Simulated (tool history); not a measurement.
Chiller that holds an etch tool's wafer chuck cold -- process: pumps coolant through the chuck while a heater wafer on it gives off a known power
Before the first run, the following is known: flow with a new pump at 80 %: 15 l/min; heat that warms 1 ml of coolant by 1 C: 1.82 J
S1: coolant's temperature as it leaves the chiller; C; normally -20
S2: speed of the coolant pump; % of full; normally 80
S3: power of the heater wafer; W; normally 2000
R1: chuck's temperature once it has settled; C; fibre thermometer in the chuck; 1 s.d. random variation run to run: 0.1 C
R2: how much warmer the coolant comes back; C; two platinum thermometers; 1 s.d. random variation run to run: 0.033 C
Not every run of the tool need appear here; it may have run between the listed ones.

{"run": 1, "hour": 0.0, "S1": -20, "S2": 80, "S3": 2000, "R1": -2.5, "R2": 4.72}
{"run": 2, "hour": 85.9, "S1": -20, "S2": 72, "S3": 2000, "R1": -0.6, "R2": 5.47}
{"run": 3, "hour": 197.4, "S1": -20, "S2": 72, "S3": 2000, "R1": -0.4, "R2": 5.33}
{"run": 4, "hour": 286.7, "S1": -20, "S2": 72, "S3": 2000, "R1": -0.4, "R2": 5.41}
{"run": 5, "hour": 397.8, "S1": -20, "S2": 80, "S3": 2000, "R1": -1.9, "R2": 4.82}
{"run": 6, "hour": 530.2, "S1": -20, "S2": 81, "S3": 2000, "R1": -2.2, "R2": 4.72}
{"run": 7, "hour": 642.5, "S1": -17, "S2": 80, "S3": 2000, "R1": 1.2, "R2": 4.79}
{"run": 8, "hour": 782.5, "S1": -16, "S2": 80, "S3": 2000, "R1": 2.5, "R2": 4.82}
{"run": 9, "hour": 873.5, "S1": -16, "S2": 80, "S3": 2000, "R1": 2.6, "R2": 4.83}
{"run": 10, "hour": 938.7, "S1": -16, "S2": 80, "S3": 2000, "R1": 2.5, "R2": 4.87}
{"run": 11, "hour": 1008.6, "S1": -16, "S2": 80, "S3": 2000, "R1": 2.4, "R2": 4.79}
{"run": 12, "hour": 1086.0, "S1": -20, "S2": 80, "S3": 2000, "R1": -1.4, "R2": 4.84}
{"run": 13, "hour": 1224.1, "S1": -20, "S2": 80, "S3": 1934, "R1": -1.7, "R2": 4.68}
{"run": 14, "hour": 1359.1, "S1": -20, "S2": 80, "S3": 1934, "R1": -3.0, "R2": 4.25}
{"run": 15, "hour": 1471.1, "S1": -23, "S2": 80, "S3": 2000, "R1": -5.0, "R2": 4.35}
{"run": 16, "hour": 1616.2, "S1": -23, "S2": 80, "S3": 2000, "R1": -5.2, "R2": 4.37}
{"run": 17, "hour": 1752.9, "S1": -23, "S2": 80, "S3": 2000, "R1": -7.0, "R2": 4.43}
{"run": 18, "hour": 1875.2, "S1": -23, "S2": 80, "S3": 2627, "R1": -2.2, "R2": 5.81}
{"run": 19, "hour": 1982.6, "S1": -12, "S2": 78, "S3": 2627, "R1": 8.6, "R2": 5.96}
{"run": 20, "hour": 2119.4, "S1": -12, "S2": 80, "S3": 2000, "R1": 3.2, "R2": 4.4}
{"run": 21, "hour": 2249.3, "S1": -12, "S2": 98, "S3": 2365, "R1": 3.1, "R2": 4.17}
{"run": 22, "hour": 2370.8, "S1": -20, "S2": 100, "S3": 2132, "R1": -6.4, "R2": 3.7}
{"run": 23, "hour": 2446.5, "S1": -20, "S2": 100, "S3": 2132, "R1": -6.5, "R2": 3.71}
{"run": 24, "hour": 2515.1, "S1": -11, "S2": 91, "S3": 2179, "R1": 4.3, "R2": 4.24}
{"run": 25, "hour": 2608.9, "S1": -20, "S2": 70, "S3": 1700, "R1": -4.9, "R2": 4.41}
{"run": 26, "hour": 2697.9, "S1": -19, "S2": 86, "S3": 1175, "R1": -10.3, "R2": 2.47}
{"run": 27, "hour": 2791.7, "S1": -19, "S2": 86, "S3": 1175, "R1": -10.1, "R2": 2.38}
{"run": 28, "hour": 2940.5, "S1": -21, "S2": 89, "S3": 1637, "R1": -9.1, "R2": 3.27}
{"run": 29, "hour": 3066.5, "S1": -12, "S2": 72, "S3": 2306, "R1": 8.4, "R2": 5.82}
{"run": 30, "hour": 3196.4, "S1": -12, "S2": 72, "S3": 2306, "R1": 8.5, "R2": 5.8}
{"run": 31, "hour": 3321.3, "S1": -30, "S2": 72, "S3": 2306, "R1": -9.3, "R2": 5.88}
{"run": 32, "hour": 3444.0, "S1": -16, "S2": 94, "S3": 2277, "R1": 0.1, "R2": 4.26}
{"run": 33, "hour": 3533.2, "S1": -20, "S2": 80, "S3": 2000, "R1": -3.5, "R2": 4.5}

The log once held 3 entries between its listed runs, left out of this copy. Where does each go, and what is different about the tool's unlogged condition between the listed run before it and the listed run after it?
Between runs 13 and 14: coolant pump overhauled (hour 1258.1)
  heat passed by the chuck's channels, % of clean ones': 88 -> 87.5; flow at a given pump speed, % of a new pump's: 90.4 -> 100.3; coolant's true temperature over the reading, C: 0.76 -> 0.79
  measured less the result without the state, R1: +3.8 -> +2.5 C; R2: +0.45 -> -0.01 C
Between runs 16 and 17: coolant changed, channels flushed (hour 1702.4)
  heat passed by the chuck's channels, % of clean ones': 86.6 -> 99.4; flow at a given pump speed, % of a new pump's: 100 -> 99.8; coolant's true temperature over the reading, C: 0.83 -> 0.86
  measured less the result without the state, R1: +2.8 -> +0.9 C; R2: +0.01 -> +0.01 C
Between runs 18 and 19: chiller's thermometer calibrated (hour 1950.7)
  heat passed by the chuck's channels, % of clean ones': 98.9 -> 98.6; flow at a given pump speed, % of a new pump's: 99.6 -> 99.4; coolant's true temperature over the reading, C: 0.88 -> -0.05
  measured less the result without the state, R1: +1.1 -> +0.3 C; R2: +0.02 -> +0.04 C
